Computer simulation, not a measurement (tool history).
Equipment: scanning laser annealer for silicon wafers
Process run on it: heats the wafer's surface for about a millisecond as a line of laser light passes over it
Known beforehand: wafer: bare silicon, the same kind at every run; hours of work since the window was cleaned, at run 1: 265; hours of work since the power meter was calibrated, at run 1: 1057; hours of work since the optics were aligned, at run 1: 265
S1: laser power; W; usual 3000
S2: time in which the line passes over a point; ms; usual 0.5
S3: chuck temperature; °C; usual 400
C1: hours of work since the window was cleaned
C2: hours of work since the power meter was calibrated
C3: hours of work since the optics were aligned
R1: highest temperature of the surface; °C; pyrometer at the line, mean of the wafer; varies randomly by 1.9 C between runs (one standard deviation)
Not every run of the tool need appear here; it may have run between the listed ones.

Run 1, day 0: usual settings; C1 265; C2 1057; C3 265. Result: R1 1093 °C.
Run 2, day 2.738: usual settings; C1 316; C2 1108; C3 316. Result: R1 1089 °C.
Run 3, day 4.85: usual settings but S3 388 °C; C1 356; C2 1148; C3 356. Result: R1 1078 °C.
Run 4, day 6.525: usual settings but S1 2832 W; C1 388; C2 1180; C3 388. Result: R1 1049 °C.
Run 5, day 7.975: usual settings but S1 3281 W; C1 415; C2 1207; C3 415. Result: R1 1159 °C.
Run 6, day 10.4: usual settings but S1 3281 W; C1 461; C2 1253; C3 461. Result: R1 1157 °C.
Run 7, day 12.129: usual settings but S1 2847 W; C1 494; C2 1286; C3 494. Result: R1 1052 °C.
At day 12.45: laser's power meter calibrated.
Run 8, day 14.721: usual settings but S1 2847 W, S2 0.543 ms; C1 540; C2 43; C3 540. Result: R1 1079 °C.
Run 9, day 17.288: usual settings but S1 2847 W, S2 0.543 ms; C1 589; C2 91; C3 589. Result: R1 1077 °C.
Run 10, day 19.638: usual settings but S1 2807 W; C1 633; C2 136; C3 633. Result: R1 1039 °C.
Run 11, day 21.821: usual settings but S1 2807 W, S2 0.553 ms, S3 395 °C; C1 674; C2 177; C3 674. Result: R1 1069 °C.
Run 12, day 23.354: usual settings but S1 2807 W, S2 0.553 ms, S3 395 °C; C1 703; C2 206; C3 703. Result: R1 1065 °C.
Run 13, day 26.162: usual settings but S1 3074 W, S2 0.553 ms; C1 756; C2 259; C3 756. Result: R1 1138 °C.
Run 14, day 27.483: usual settings but S2 0.572 ms, S3 402 °C; C1 781; C2 284; C3 781. Result: R1 1134 °C.
Run 15, day 29.612: usual settings but S1 2642 W, S2 0.459 ms, S3 419 °C; C1 821; C2 324; C3 821. Result: R1 981 °C.
At day 30.192: optics aligned, line set to its width.
At day 30.479: laser's power meter calibrated, once more.
At day 32.125: window over the wafer cleaned.
Run 16, day 32.271: usual settings but S1 2869 W, S2 0.454 ms; C1 3; C2 32; C3 35. Result: R1 1030 °C.
Run 17, day 34.333: usual settings but S1 3265 W, S2 0.454 ms; C1 42; C2 71; C3 74. Result: R1 1127 °C.
Run 18, day 37.096: usual settings but S1 3265 W, S2 0.454 ms; C1 94; C2 123; C3 126. Result: R1 1126 °C.
Run 19, day 39.708: usual settings but S1 2862 W, S2 0.377 ms, S3 413 °C; C1 143; C2 173; C3 176. Result: R1 980 °C.
Run 20, day 41.104: usual settings but S1 2862 W, S2 0.377 ms, S3 413 °C; C1 170; C2 199; C3 202. Result: R1 979 °C.

3 options for the next run, each taken on its own from the tool as it stands now. Forecast them:
Run A, day 43.796: usual settings but S2 0.524 ms; C1 220; C2 250; C3 253. Result: R1 ?.
Run B, day 43.796: usual settings but S1 3050 W, S2 0.604 ms, S3 372 °C; C1 220; C2 250; C3 253. Result: R1 ?.
Run C, day 43.796: usual settings but S1 3233 W, S2 0.352 ms; C1 220; C2 250; C3 253. Result: R1 ?.

run    R1
  A  1109
  B  1153
  C  1022
Stripped of hidden state, with their random variation kept, the same runs would have yielded:
run    R1
  A  1118
  B  1162
  C  1029
